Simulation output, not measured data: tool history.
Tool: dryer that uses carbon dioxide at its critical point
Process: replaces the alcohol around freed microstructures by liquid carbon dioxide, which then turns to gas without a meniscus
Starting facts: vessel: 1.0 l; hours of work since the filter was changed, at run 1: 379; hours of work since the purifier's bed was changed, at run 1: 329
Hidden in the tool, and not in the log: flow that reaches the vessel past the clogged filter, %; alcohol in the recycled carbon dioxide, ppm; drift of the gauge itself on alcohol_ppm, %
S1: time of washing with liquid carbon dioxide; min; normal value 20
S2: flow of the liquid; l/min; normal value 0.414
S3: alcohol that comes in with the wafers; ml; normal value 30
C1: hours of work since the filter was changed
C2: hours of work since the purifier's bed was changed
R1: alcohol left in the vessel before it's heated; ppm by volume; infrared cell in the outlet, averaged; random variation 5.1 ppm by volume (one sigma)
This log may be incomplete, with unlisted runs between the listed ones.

| run | day | S1 | S2 | S3 | C1 | C2 | R1 |
|---|---|---|---|---|---|---|---|
| 1 | 0.000 | 20 | 0.414 | 30 | 379 | 329 | 117 |
| 2 | 0.312 | 20 | 0.414 | 30 | 385 | 335 | 108 |
| 3 | 0.775 | 20 | 0.414 | 67 | 393 | 343 | 230 |
| 4 | 1.071 | 20 | 0.414 | 30 | 399 | 349 | 120 |
| 5 | 1.567 | 20 | 0.414 | 26 | 408 | 358 | 109 |
| 6 | 2.021 | 20 | 0.414 | 37 | 416 | 366 | 131 |
| 7 | 2.400 | 20 | 0.414 | 37 | 423 | 373 | 136 |
| 8 | 2.621 | 20 | 0.414 | 30 | 427 | 377 | 115 |
| 9 | 3.117 | 20 | 0.414 | 30 | 437 | 386 | 129 |
| 10 | 3.592 | 20 | 0.414 | 30 | 445 | 395 | 125 |
| 11 | 3.896 | 26 | 0.414 | 30 | 451 | 401 | 45 |
| 12 | 4.179 | 22 | 0.518 | 28 | 456 | 406 | 35 |
| 13 | 4.658 | 14 | 0.276 | 33 | 465 | 415 | 2355 |
| 14 | 5.017 | 20 | 0.340 | 70 | 472 | 421 | 661 |
| 15 | 5.288 | 13 | 0.414 | 46 | 477 | 427 | 1094 |
| 16 | 5.750 | 13 | 0.414 | 46 | 485 | 435 | 1095 |
| 17 | 6.033 | 15 | 0.322 | 24 | 490 | 440 | 908 |

Run 18 comes next. What will it give?
| 18 | 6.379 | 15 | 0.322 | 24 | 497 | 447 | ? |

For run 18 the tool returned R1 876 ppm by volume.
Minus the tool's unlogged condition, the same run would have read R1 695 ppm by volume.

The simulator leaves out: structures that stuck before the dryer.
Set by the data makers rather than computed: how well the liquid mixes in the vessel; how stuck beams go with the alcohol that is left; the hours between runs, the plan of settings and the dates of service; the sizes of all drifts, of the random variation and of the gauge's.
